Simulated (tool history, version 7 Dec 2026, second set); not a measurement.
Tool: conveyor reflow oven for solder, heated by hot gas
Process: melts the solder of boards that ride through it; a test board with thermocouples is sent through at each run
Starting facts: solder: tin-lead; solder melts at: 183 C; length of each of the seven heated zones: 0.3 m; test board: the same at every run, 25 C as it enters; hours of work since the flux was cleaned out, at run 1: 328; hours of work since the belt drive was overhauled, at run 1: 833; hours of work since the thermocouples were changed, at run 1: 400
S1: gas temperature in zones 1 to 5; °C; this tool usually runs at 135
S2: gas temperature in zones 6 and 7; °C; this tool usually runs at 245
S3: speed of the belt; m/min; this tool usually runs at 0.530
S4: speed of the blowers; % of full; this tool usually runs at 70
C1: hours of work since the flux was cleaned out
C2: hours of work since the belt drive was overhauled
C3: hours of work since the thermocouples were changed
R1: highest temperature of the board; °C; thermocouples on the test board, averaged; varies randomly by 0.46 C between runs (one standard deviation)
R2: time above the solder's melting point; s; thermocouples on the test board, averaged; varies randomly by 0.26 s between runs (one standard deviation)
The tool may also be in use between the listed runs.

run	hour	S1	S2	S3	S4	C1	C2	C3	R1	R2
1	0.0	135	245	0.530	70	328	833	400	226.3	55.6
2	26.5	135	245	0.530	70	342	847	414	227.0	55.7
3	53.5	142	245	0.530	70	356	862	428	228.2	59.0
4	84.1	142	245	0.530	70	372	878	444	226.9	58.8
5	122.0	135	245	0.530	70	392	898	464	227.0	56.0
6	144.7	121	245	0.530	70	404	910	476	223.2	50.3
# hour 184.5: flux residue cleaned out of gas plates and filters
7	190.2	135	245	0.530	70	3	931	497	230.5	58.2
8	216.4	129	245	0.530	70	17	945	511	228.7	56.0
# hour 258.4: thermocouples of zones 6 and 7 changed
9	260.1	129	245	0.530	70	39	967	1	227.3	55.2
10	300.6	135	241	0.556	82	60	988	22	226.1	52.9
11	339.3	132	245	0.530	70	81	1009	43	226.8	56.2
12	366.6	126	246	0.530	85	95	1023	57	230.0	56.2
13	403.1	126	245	0.530	76	114	1042	76	226.6	54.6
14	434.0	135	252	0.557	70	131	1059	93	232.0	56.8
15	455.3	135	242	0.557	54	142	1070	104	219.4	49.2
16	495.2	135	239	0.530	51	163	1091	125	217.9	50.2
17	535.2	135	241	0.530	77	184	1112	146	225.2	56.0

What if the next run were any one of these 4? Each begins from the tool's condition after run 17:
A	570.9	121	241	0.530	81	203	1131	165	?	?
B	570.9	135	235	0.530	77	203	1131	165	?	?
C	570.9	135	245	0.605	70	203	1131	165	?	?
D	570.9	132	242	0.530	58	203	1131	165	?	?

run	R1	R2
A	223.6	51.0
B	220.7	52.8
C	222.2	47.0
D	221.2	52.3
What these runs would have given with no unlogged condition in the tool:
run	R1	R2
A	224.9	51.1
B	221.6	52.7
C	223.5	47.0
D	222.1	52.1

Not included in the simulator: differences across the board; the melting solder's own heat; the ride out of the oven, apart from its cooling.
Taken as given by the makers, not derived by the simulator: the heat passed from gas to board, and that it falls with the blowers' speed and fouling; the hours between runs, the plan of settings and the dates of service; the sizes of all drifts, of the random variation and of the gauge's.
